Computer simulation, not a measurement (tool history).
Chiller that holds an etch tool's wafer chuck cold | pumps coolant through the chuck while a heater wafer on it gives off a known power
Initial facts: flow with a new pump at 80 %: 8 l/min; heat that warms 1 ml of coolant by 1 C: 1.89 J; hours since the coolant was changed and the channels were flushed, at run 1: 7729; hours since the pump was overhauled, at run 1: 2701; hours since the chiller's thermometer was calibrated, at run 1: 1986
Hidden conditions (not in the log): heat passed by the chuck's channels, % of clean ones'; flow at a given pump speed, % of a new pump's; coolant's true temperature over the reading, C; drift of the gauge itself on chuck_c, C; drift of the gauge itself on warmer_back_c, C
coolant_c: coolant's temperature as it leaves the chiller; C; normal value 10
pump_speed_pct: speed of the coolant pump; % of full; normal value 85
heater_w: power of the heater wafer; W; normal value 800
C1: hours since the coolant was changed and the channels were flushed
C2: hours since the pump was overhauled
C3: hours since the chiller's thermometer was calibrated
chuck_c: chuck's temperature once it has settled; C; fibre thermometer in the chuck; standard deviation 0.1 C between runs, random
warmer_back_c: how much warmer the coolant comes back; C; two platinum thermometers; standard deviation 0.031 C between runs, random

Run 1, day 0: usual settings; C1 7729; C2 2701; C3 1986. Result: chuck_c 18 C, warmer_back_c 3.16 C.
Run 2, day 6.225: usual settings but coolant_c 9 C; C1 7879; C2 2851; C3 2135. Result: chuck_c 16.9 C, warmer_back_c 3.07 C.
Run 3, day 9.358: usual settings but coolant_c 9 C; C1 7954; C2 2926; C3 2211. Result: chuck_c 17.1 C, warmer_back_c 3.13 C.
Run 4, day 14.683: usual settings but coolant_c 9 C; C1 8082; C2 3054; C3 2338. Result: chuck_c 17.2 C, warmer_back_c 3.14 C.
Run 5, day 19.421: usual settings but coolant_c 9 C; C1 8195; C2 3168; C3 2452. Result: chuck_c 17.3 C, warmer_back_c 3.13 C.
Run 6, day 24.267: usual settings but coolant_c 9 C; C1 8312; C2 3284; C3 2568. Result: chuck_c 17.1 C, warmer_back_c 3.16 C.
Run 7, day 28.625: usual settings but coolant_c 9 C, heater_w 1057 W; C1 8416; C2 3388; C3 2673. Result: chuck_c 19.7 C, warmer_back_c 4.2 C.
Run 8, day 33.046: usual settings but coolant_c 6 C, pump_speed_pct 82 % of full, heater_w 601 W; C1 8522; C2 3495; C3 2779. Result: chuck_c 12.4 C, warmer_back_c 2.42 C.
Run 9, day 38.954: usual settings but coolant_c 19 C; C1 8664; C2 3636; C3 2921. Result: chuck_c 27 C, warmer_back_c 3.16 C.
Run 10, day 42.662: usual settings but heater_w 431 W; C1 8753; C2 3725; C3 3010. Result: chuck_c 14.3 C, warmer_back_c 1.69 C.
Run 11, day 48.217: usual settings but heater_w 431 W; C1 8887; C2 3859; C3 3143. Result: chuck_c 14.5 C, warmer_back_c 1.65 C.
Run 12, day 53.583: usual settings but coolant_c 19 C, pump_speed_pct 72 % of full, heater_w 676 W; C1 9015; C2 3987; C3 3272. Result: chuck_c 26.7 C, warmer_back_c 3.21 C.
Run 13, day 59.088: usual settings but coolant_c 19 C, pump_speed_pct 72 % of full, heater_w 676 W; C1 9147; C2 4120; C3 3404. Result: chuck_c 26.9 C, warmer_back_c 3.18 C.
Run 14, day 64.642: usual settings but coolant_c 19 C, pump_speed_pct 72 % of full, heater_w 676 W; C1 9281; C2 4253; C3 3537. Result: chuck_c 26.9 C, warmer_back_c 3.26 C.

4 options for the next run, each taken on its own from the tool as it stands now. Forecast them:
Run A, day 68.05: usual settings but heater_w 589 W; C1 9363; C2 4335; C3 3619. Result: chuck_c ?, warmer_back_c ?.
Run B, day 68.05: usual settings but coolant_c 19 C, pump_speed_pct 62 % of full, heater_w 676 W; C1 9363; C2 4335; C3 3619. Result: chuck_c ?, warmer_back_c ?.
Run C, day 68.05: usual settings but coolant_c 16 C, heater_w 1131 W; C1 9363; C2 4335; C3 3619. Result: chuck_c ?, warmer_back_c ?.
Run D, day 68.05: usual settings but coolant_c 19 C, heater_w 856 W; C1 9363; C2 4335; C3 3619. Result: chuck_c ?, warmer_back_c ?.

run  chuck_c  warmer_back_c
  A       16           2.37
  B       28           3.79
  C     27.8           4.53
  D     27.9           3.46
Stripped of hidden state, with their random variation kept, the same runs would have yielded:
run  chuck_c  warmer_back_c
  A     15.1            2.2
  B     26.6           3.52
  C     25.8           4.21
  D     26.4           3.22
